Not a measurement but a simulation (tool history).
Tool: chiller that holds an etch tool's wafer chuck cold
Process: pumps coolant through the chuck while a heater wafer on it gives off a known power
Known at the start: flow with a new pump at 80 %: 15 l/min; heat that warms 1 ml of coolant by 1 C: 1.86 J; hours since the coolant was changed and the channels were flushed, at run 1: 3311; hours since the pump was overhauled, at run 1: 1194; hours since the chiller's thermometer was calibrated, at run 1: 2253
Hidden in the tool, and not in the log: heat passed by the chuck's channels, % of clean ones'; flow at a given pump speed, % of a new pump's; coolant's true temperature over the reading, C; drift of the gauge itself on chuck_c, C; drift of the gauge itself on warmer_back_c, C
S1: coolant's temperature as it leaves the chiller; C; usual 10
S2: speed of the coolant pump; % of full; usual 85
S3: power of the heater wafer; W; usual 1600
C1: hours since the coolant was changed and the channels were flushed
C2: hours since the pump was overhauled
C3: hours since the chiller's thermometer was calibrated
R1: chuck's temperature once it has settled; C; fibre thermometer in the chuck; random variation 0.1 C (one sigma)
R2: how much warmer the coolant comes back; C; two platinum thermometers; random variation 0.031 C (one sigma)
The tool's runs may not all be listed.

run 1 hour=0.0 | S1=10 S2=85 S3=1600 | C1=3311 C2=1194 C3=2253 | R1=23.7 R2=3.35
run 2 hour=30.4 | S1=10 S2=85 S3=1600 | C1=3342 C2=1224 C3=2283 | R1=23.6 R2=3.33
run 3 hour=60.6 | S1=17 S2=85 S3=1600 | C1=3372 C2=1255 C3=2313 | R1=30.6 R2=3.27
run 4 hour=90.0 | S1=17 S2=85 S3=1600 | C1=3401 C2=1284 C3=2343 | R1=30.7 R2=3.31
run 5 hour=119.2 | S1=4 S2=85 S3=1600 | C1=3430 C2=1313 C3=2372 | R1=17.8 R2=3.29
run 6 hour=137.8 | S1=10 S2=85 S3=1600 | C1=3449 C2=1332 C3=2390 | R1=23.6 R2=3.33
run 7 hour=166.8 | S1=10 S2=85 S3=1031 | C1=3478 C2=1361 C3=2419 | R1=18.7 R2=2.11
run 8 hour=197.3 | S1=10 S2=85 S3=1031 | C1=3508 C2=1391 C3=2450 | R1=18.7 R2=2.14
run 9 hour=225.3 | S1=10 S2=85 S3=1060 | C1=3536 C2=1419 C3=2478 | R1=18.9 R2=2.19
run 10 hour=242.8 | S1=10 S2=85 S3=1600 | C1=3554 C2=1437 C3=2495 | R1=23.6 R2=3.35
run 11 hour=265.8 | S1=10 S2=95 S3=1600 | C1=3577 C2=1460 C3=2518 | R1=22.7 R2=3.00
run 12 hour=297.3 | S1=10 S2=85 S3=1600 | C1=3608 C2=1491 C3=2550 | R1=23.6 R2=3.33
run 13 hour=325.1 | S1=10 S2=85 S3=1600 | C1=3636 C2=1519 C3=2578 | R1=23.8 R2=3.37
run 14 hour=352.2 | S1=16 S2=85 S3=1600 | C1=3663 C2=1546 C3=2605 | R1=29.9 R2=3.37
run 15 hour=377.7 | S1=16 S2=85 S3=1600 | C1=3689 C2=1572 C3=2630 | R1=29.8 R2=3.33
run 16 hour=397.4 | S1=16 S2=85 S3=1600 | C1=3709 C2=1591 C3=2650 | R1=30.0 R2=3.34
run 17 hour=426.4 | S1=2 S2=85 S3=814 | C1=3738 C2=1620 C3=2679 | R1=8.9 R2=1.69
run 18 hour=448.9 | S1=11 S2=64 S3=1399 | C1=3760 C2=1643 C3=2702 | R1=27.0 R2=3.94
run 19 hour=465.2 | S1=11 S2=64 S3=1399 | C1=3776 C2=1659 C3=2718 | R1=26.8 R2=3.94
run 20 hour=493.0 | S1=11 S2=64 S3=1399 | C1=3804 C2=1687 C3=2746 | R1=27.1 R2=3.96
run 21 hour=515.2 | S1=11 S2=64 S3=1399 | C1=3826 C2=1709 C3=2768 | R1=26.9 R2=3.93
-- hour=529.8 chiller's thermometer calibrated
run 22 hour=532.8 | S1=8 S2=78 S3=829 | C1=3843 C2=1726 C3=3 | R1=15.9 R2=1.87
run 23 hour=563.2 | S1=19 S2=63 S3=881 | C1=3873 C2=1756 C3=33 | R1=29.5 R2=2.53
run 24 hour=582.0 | S1=19 S2=63 S3=881 | C1=3892 C2=1775 C3=52 | R1=29.3 R2=2.54
run 25 hour=597.9 | S1=19 S2=63 S3=881 | C1=3908 C2=1791 C3=68 | R1=29.4 R2=2.53
run 26 hour=613.6 | S1=16 S2=78 S3=881 | C1=3924 C2=1807 C3=84 | R1=24.4 R2=1.95
run 27 hour=633.9 | S1=16 S2=61 S3=881 | C1=3944 C2=1827 C3=104 | R1=26.7 R2=2.58
run 28 hour=659.5 | S1=18 S2=72 S3=1232 | C1=3970 C2=1853 C3=130 | R1=31.2 R2=3.10
run 29 hour=679.4 | S1=5 S2=85 S3=1417 | C1=3990 C2=1872 C3=150 | R1=17.7 R2=3.00
run 30 hour=704.2 | S1=5 S2=85 S3=1417 | C1=4014 C2=1897 C3=174 | R1=18.0 R2=2.99

The next listed run, before its measurement:
run 31 hour=735.2 | S1=19 S2=85 S3=1132 | C1=4045 C2=1928 C3=205 | R1=? R2=?

R1: 29.1 C
R2: 2.41 C
Without the tool's hidden state the same run would have given R1 27.4 C, R2 2.32 C.

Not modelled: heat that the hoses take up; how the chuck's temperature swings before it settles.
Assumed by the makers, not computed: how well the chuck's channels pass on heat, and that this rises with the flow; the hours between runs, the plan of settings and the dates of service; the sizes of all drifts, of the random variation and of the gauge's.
